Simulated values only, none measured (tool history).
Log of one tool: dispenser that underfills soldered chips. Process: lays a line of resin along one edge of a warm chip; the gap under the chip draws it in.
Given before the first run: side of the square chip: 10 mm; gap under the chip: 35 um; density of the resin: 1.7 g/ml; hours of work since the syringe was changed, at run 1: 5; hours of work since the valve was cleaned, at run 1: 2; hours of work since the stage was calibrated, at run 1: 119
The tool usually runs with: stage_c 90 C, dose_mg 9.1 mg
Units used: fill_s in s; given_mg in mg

run,hour,stage_c,dose_mg,hours of work since the syringe was changed,hours of work since the valve was cleaned,hours of work since the stage was calibrated,fill_s,given_mg
1,0,90,9.1,5,2,119,149.5,9.02
2,4,81,9.1,8,5,122,262.9,9.04
# hour 8.6: new syringe of resin
3,8.7,81,9.1,0,8,125,163.1,9.04
4,13.6,81,9.1,3,11,128,208.5,9.03
5,18.6,81,9.1,7,15,131,255.4,8.9
# hour 24.3: new syringe of resin
6,25.8,81,9.1,1,19,136,176.9,8.91
7,31.4,90,9.17,5,23,140,152.2,9.02
8,37.5,90,9.17,9,27,144,203.6,9.06
# hour 40: new syringe of resin
9,41.5,97,9.1,1,30,146,85.8,9.01
10,47.5,90,9.1,5,34,150,152.5,9
11,52.9,90,9.1,9,37,154,198.4,8.9
# hour 55.9: new syringe of resin
12,60,90,9.1,3,42,159,130.3,8.93
13,66.7,76,9.1,7,47,163,330.6,8.92
# hour 71.8: new syringe of resin
14,72.2,76,9.1,0,50,167,208.2,8.78
15,77.1,76,9.1,4,53,170,265.1,8.79
16,84.4,104,9.1,9,58,175,109.2,8.76
# hour 87.7: new syringe of resin
17,89.9,92,9.1,2,62,179,110.2,8.73
18,97.6,90,9.1,7,67,184,171.4,8.82
# hour 103.5: new syringe of resin
19,105.7,101,7.94,1,72,189,80.9,7.7
20,112.4,101,7.94,6,77,194,109,7.54
21,117.4,76,7.79,9,80,197,425,7.43
# hour 119.2: new syringe of resin
22,123.9,76,7.79,3,84,201,274.3,7.4
23,127.1,104,8.52,5,87,203,91.1,8.17
24,130.8,94,10.02,8,89,206,157.3,9.48
# hour 135.3: new syringe of resin
25,136.9,85,11.48,1,93,210,146.7,10.84
26,144.4,98,8.68,6,98,215,126.5,8.22
# hour 151.2: new syringe of resin
27,151.7,104,11.16,0,103,220,59.7,10.45
28,155,92,9.1,3,105,222,122.7,8.44
29,162.4,75,7.93,8,110,227,393.2,7.3
# hour 167: new syringe of resin
30,170,75,7.93,2,115,232,267.9,7.44
31,176.5,75,11.51,6,119,236,346,10.74
32,181.6,105,8.81,10,123,240,120.4,8.07
# hour 183.3: new syringe of resin
33,185.5,105,8.81,1,125,242,65.8,8.1
34,192.6,105,8.81,6,130,247,94.3,8.04
# hour 199.6: new syringe of resin
35,200.6,105,8.81,1,135,252,64.1,8.17
# hour 204: dispensing valve cleaned and set on the balance
36,206.8,90,10.42,4,2,255,149.6,10.34

Here are 4 independent what-if runs from the current tool condition. What would each one return?
A,210.4,97,10.14,7,4,258,?,?
B,210.4,77,11.45,7,4,258,?,?
C,210.4,90,10.29,7,4,258,?,?
D,210.4,88,9.7,7,4,258,?,?

run,fill_s,given_mg
A,132.8,10.05
B,317.8,11.49
C,177,10.16
D,192.4,9.7
With the hidden condition removed and each run's random variation left untouched, the same runs would have given:
run,fill_s,given_mg
A,76.7,10.06
B,182.1,11.5
C,102.1,10.18
D,110.8,9.72
